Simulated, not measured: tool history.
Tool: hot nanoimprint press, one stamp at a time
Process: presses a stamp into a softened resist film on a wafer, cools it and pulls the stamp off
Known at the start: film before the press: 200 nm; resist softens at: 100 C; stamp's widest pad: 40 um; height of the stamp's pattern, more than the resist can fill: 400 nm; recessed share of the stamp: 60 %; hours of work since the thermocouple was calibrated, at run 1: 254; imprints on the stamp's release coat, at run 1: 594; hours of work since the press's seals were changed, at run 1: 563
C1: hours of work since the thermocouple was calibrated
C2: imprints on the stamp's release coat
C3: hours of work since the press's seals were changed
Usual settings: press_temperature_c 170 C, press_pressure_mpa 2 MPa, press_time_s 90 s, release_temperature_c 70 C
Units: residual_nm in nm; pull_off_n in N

Run 1, day 0: usual settings; C1 254; C2 594; C3 563. Result: residual_nm 85.8 nm, pull_off_n 89 N.
Run 2, day 1.283: usual settings; C1 274; C2 753; C3 584. Result: residual_nm 85.6 nm, pull_off_n 93 N.
Run 3, day 2.342: usual settings; C1 291; C2 884; C3 600. Result: residual_nm 85.3 nm, pull_off_n 88 N.
At day 2.975: stamp cleaned and given a new release coat.
Run 4, day 3.775: usual settings; C1 310; C2 100; C3 619. Result: residual_nm 85 nm, pull_off_n 92 N.
Run 5, day 5.5: usual settings but press_time_s 48 s; C1 338; C2 313; C3 647. Result: residual_nm 107.1 nm, pull_off_n 92 N.
Run 6, day 6.554: usual settings but release_temperature_c 66 C; C1 355; C2 444; C3 664. Result: residual_nm 84.9 nm, pull_off_n 97 N.
Run 7, day 7.346: usual settings but press_pressure_mpa 1.42 MPa; C1 367; C2 541; C3 677. Result: residual_nm 99.4 nm, pull_off_n 91 N.
Run 8, day 9.008: usual settings but press_pressure_mpa 1.42 MPa; C1 394; C2 747; C3 703. Result: residual_nm 98.7 nm, pull_off_n 93 N.
Run 9, day 9.929: usual settings but press_pressure_mpa 1.42 MPa; C1 409; C2 861; C3 718. Result: residual_nm 99 nm, pull_off_n 93 N.
At day 10.746: stamp cleaned and given a new release coat.
Run 10, day 11.167: usual settings but press_pressure_mpa 1.42 MPa; C1 424; C2 52; C3 734. Result: residual_nm 98.7 nm, pull_off_n 93 N.
Run 11, day 12.854: usual settings but press_pressure_mpa 2.36 MPa; C1 452; C2 261; C3 761. Result: residual_nm 78 nm, pull_off_n 94 N.
Run 12, day 14.392: usual settings but press_pressure_mpa 2.36 MPa; C1 476; C2 452; C3 785. Result: residual_nm 78.1 nm, pull_off_n 92 N.
Run 13, day 15.683: usual settings but press_time_s 111 s; C1 497; C2 612; C3 806. Result: residual_nm 77.6 nm, pull_off_n 94 N.
Run 14, day 16.821: usual settings but press_time_s 111 s; C1 515; C2 752; C3 824. Result: residual_nm 77.7 nm, pull_off_n 93 N.
Run 15, day 18.138: usual settings but press_temperature_c 161 C; C1 536; C2 915; C3 845. Result: residual_nm 112.2 nm, pull_off_n 96 N.
At day 18.638: stamp cleaned and given a new release coat.
At day 19.638: press's hydraulic seals changed and the load cell set to zero.
Run 16, day 19.892: usual settings but press_temperature_c 161 C; C1 555; C2 114; C3 4. Result: residual_nm 111.3 nm, pull_off_n 92 N.
At day 21.238: plate thermocouple calibrated.
Run 17, day 21.617: usual settings but press_temperature_c 163 C, press_pressure_mpa 1.77 MPa, press_time_s 108 s, release_temperature_c 66 C; C1 6; C2 312; C3 30. Result: residual_nm 103.8 nm, pull_off_n 94 N.
Run 18, day 23.292: usual settings but press_pressure_mpa 2.04 MPa, press_time_s 76 s, release_temperature_c 76 C; C1 33; C2 520; C3 57. Result: residual_nm 87.6 nm, pull_off_n 88 N.
At day 23.542: gauge calibrated.
Run 19, day 24.171: usual settings but press_pressure_mpa 2.34 MPa, press_time_s 96 s, release_temperature_c 76 C; C1 47; C2 628; C3 71. Result: residual_nm 77.2 nm, pull_off_n 88 N.
Run 20, day 25.512: usual settings but press_pressure_mpa 2.34 MPa, press_time_s 96 s, release_temperature_c 76 C; C1 68; C2 794; C3 92. Result: residual_nm 77.3 nm, pull_off_n 82 N.
At day 26.954: stamp cleaned and given a new release coat.
Run 21, day 27.133: usual settings but press_temperature_c 168 C, press_pressure_mpa 2.87 MPa, press_time_s 145 s; C1 90; C2 22; C3 114. Result: residual_nm 63.1 nm, pull_off_n 90 N.
Run 22, day 28.521: usual settings but press_temperature_c 167 C, press_pressure_mpa 2.61 MPa, release_temperature_c 74 C; C1 113; C2 194; C3 136. Result: residual_nm 82.1 nm, pull_off_n 91 N.
Run 23, day 30.042: usual settings but press_pressure_mpa 2.66 MPa, press_time_s 83 s; C1 137; C2 382; C3 161. Result: residual_nm 76.4 nm, pull_off_n 96 N.
Run 24, day 31.312: usual settings but press_pressure_mpa 2.66 MPa, press_time_s 83 s; C1 157; C2 540; C3 181. Result: residual_nm 77.2 nm, pull_off_n 98 N.
Run 25, day 32.575: usual settings but press_pressure_mpa 2.03 MPa, press_time_s 91 s; C1 177; C2 696; C3 201. Result: residual_nm 83.5 nm, pull_off_n 93 N.
Run 26, day 33.458: usual settings but press_temperature_c 179 C, press_pressure_mpa 1.64 MPa, press_time_s 153 s, release_temperature_c 56 C; C1 192; C2 805; C3 215. Result: residual_nm 55.6 nm, pull_off_n 107 N.
Run 27, day 34.358: usual settings but press_time_s 64 s, release_temperature_c 72 C; C1 206; C2 917; C3 230. Result: residual_nm 96 nm, pull_off_n 92 N.
At day 34.733: stamp cleaned and given a new release coat.
Run 28, day 35.983: usual settings but press_time_s 53 s, release_temperature_c 72 C; C1 228; C2 155; C3 252. Result: residual_nm 102.2 nm, pull_off_n 91 N.
Run 29, day 37.033: usual settings but press_temperature_c 160 C, press_pressure_mpa 1.23 MPa, press_time_s 84 s; C1 245; C2 285; C3 268. Result: residual_nm 138.9 nm, pull_off_n 92 N.

4 ways to go on from here, each from the tool as it stands after run 29. What would each give?
Run A, day 38.342: usual settings but press_temperature_c 162 C, press_time_s 160 s, release_temperature_c 68 C; C1 266; C2 447; C3 289. Result: residual_nm ?, pull_off_n ?.
Run B, day 38.342: usual settings but press_time_s 49 s; C1 266; C2 447; C3 289. Result: residual_nm ?, pull_off_n ?.
Run C, day 38.342: usual settings but press_temperature_c 160 C, press_pressure_mpa 1.23 MPa, press_time_s 80 s; C1 266; C2 447; C3 289. Result: residual_nm ?, pull_off_n ?.
Run D, day 38.342: usual settings but press_pressure_mpa 2.43 MPa; C1 266; C2 447; C3 289. Result: residual_nm ?, pull_off_n ?.

run  residual_nm  pull_off_n
  A         88.9          98
  B        106.2          93
  C        140.3          91
  D         77.2          90
Without the tool's hidden state the same runs would have given:
run  residual_nm  pull_off_n
  A         90.5          97
  B        108.1          93
  C        142.8          91
  D         78.5          90
